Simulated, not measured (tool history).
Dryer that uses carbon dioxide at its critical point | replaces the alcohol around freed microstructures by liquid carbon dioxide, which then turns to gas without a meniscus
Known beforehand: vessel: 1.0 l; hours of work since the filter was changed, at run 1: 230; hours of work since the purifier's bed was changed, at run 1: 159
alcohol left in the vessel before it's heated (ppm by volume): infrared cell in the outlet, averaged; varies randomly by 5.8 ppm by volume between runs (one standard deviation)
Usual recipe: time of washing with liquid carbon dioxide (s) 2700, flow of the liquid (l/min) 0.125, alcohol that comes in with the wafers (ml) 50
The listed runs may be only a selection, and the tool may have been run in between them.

run	day	time of washing with liquid carbon dioxide (s)	flow of the liquid (l/min)	alcohol that comes in with the wafers (ml)	hours of work since the filter was changed	hours of work since the purifier's bed was changed	alcohol left in the vessel before it's heated (ppm by volume)
1	0	2700	0.125	50	230	159	339
2	0.542	2700	0.127	50	234	163	332
3	1.146	2700	0.127	50	239	168	330
4	1.658	2700	0.125	81	243	171	579
# day 2.271: inlet filter changed
5	2.283	2700	0.125	81	0	176	332
6	2.733	2700	0.125	81	3	179	337
7	3.367	2700	0.077	81	8	184	2836
8	3.812	2700	0.077	114	12	187	4185
9	4.142	4020	0.125	50	14	190	30
10	4.525	4020	0.125	50	17	193	30
11	4.896	2700	0.16	45	20	195	56
12	5.229	3000	0.175	50	22	198	29
13	5.675	3300	0.15	28	25	201	30
14	5.958	1680	0.087	50	28	203	4789
15	6.429	1680	0.101	49	31	207	3261
16	6.996	2940	0.117	22	35	211	104
17	7.438	2940	0.117	22	39	214	112

Branching from run 17: 4 alternative next runs. What would each branch give?
A	7.758	2940	0.09	22	41	217	?
B	7.758	1800	0.08	50	41	217	?
C	7.758	2940	0.196	37	41	217	?
D	7.758	3960	0.125	36	41	217	?

run	alcohol left in the vessel before it's heated (ppm by volume)
A	336
B	5134
C	13
D	31
Without the tool's hidden state the same runs would have given:
run	alcohol left in the vessel before it's heated (ppm by volume)
A	294
B	4870
C	0
D	15
